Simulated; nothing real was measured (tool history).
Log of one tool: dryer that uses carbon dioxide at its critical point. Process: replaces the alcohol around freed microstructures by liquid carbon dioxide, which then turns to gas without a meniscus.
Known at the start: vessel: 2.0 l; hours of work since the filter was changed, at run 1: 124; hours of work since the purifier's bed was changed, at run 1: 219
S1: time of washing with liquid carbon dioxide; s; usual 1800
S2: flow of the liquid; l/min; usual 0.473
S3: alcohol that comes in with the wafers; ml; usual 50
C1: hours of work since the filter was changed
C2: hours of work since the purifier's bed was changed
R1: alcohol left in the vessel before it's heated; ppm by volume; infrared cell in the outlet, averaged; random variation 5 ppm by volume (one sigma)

run	hour	S1	S2	S3	C1	C2	R1
1	0	1800	0.473	50	124	219	53
2	21.3	1800	0.675	50	137	233	22
3	67.1	1800	0.675	50	166	261	28
4	101.4	1800	0.675	50	187	282	33
5	122.6	1800	0.315	50	200	296	333
6	151.1	2640	0.315	50	218	313	59
7	198	2640	0.315	50	247	342	72
8	219.7	2640	0.315	109	260	356	124
9	247.8	2640	0.315	109	278	373	133
10	287	2640	0.315	109	302	398	126
11	313.6	1800	0.473	72	319	414	80
12	361.2	2160	0.473	34	348	444	45
13	399.3	1800	0.567	45	372	467	55
14	448.8	1680	0.473	50	402	498	111
15	499.8	1140	0.473	50	434	530	434
16	551.3	1140	0.378	50	466	562	1007
17	593.1	1140	0.378	50	492	588	980
18	630.8	1140	0.378	50	515	611	1043
# hour 655.3: inlet filter changed
19	662.9	2340	0.473	103	5	630	71
20	714.6	1140	0.465	83	37	662	647
21	741.7	2460	0.566	28	54	679	66
22	766.6	1860	0.566	28	69	695	66

Hidden state or all else? Some run-to-run changes of R1, split into what the settings, what came in and random variation would give without the hidden state, and what is left for the hidden state (with any gauge scatter that isn't in both results):
The hidden state here: flow that reaches the vessel past the clogged filter, %; alcohol in the recycled carbon dioxide, ppm; drift of the gauge itself on alcohol_ppm, %.
Run 15 -> 16: S2 0.473 -> 0.378. R1 +573 ppm by volume: hidden state +83, all else +490.
Run 18 -> 19: S1 1140 -> 2340, S2 0.378 -> 0.473, S3 50 -> 103, inlet filter changed. R1 -972 ppm by volume: hidden state -171, all else -801.
Run 20 -> 21: S1 1140 -> 2460, S2 0.465 -> 0.566, S3 83 -> 28. R1 -581 ppm by volume: hidden state -13, all else -568.
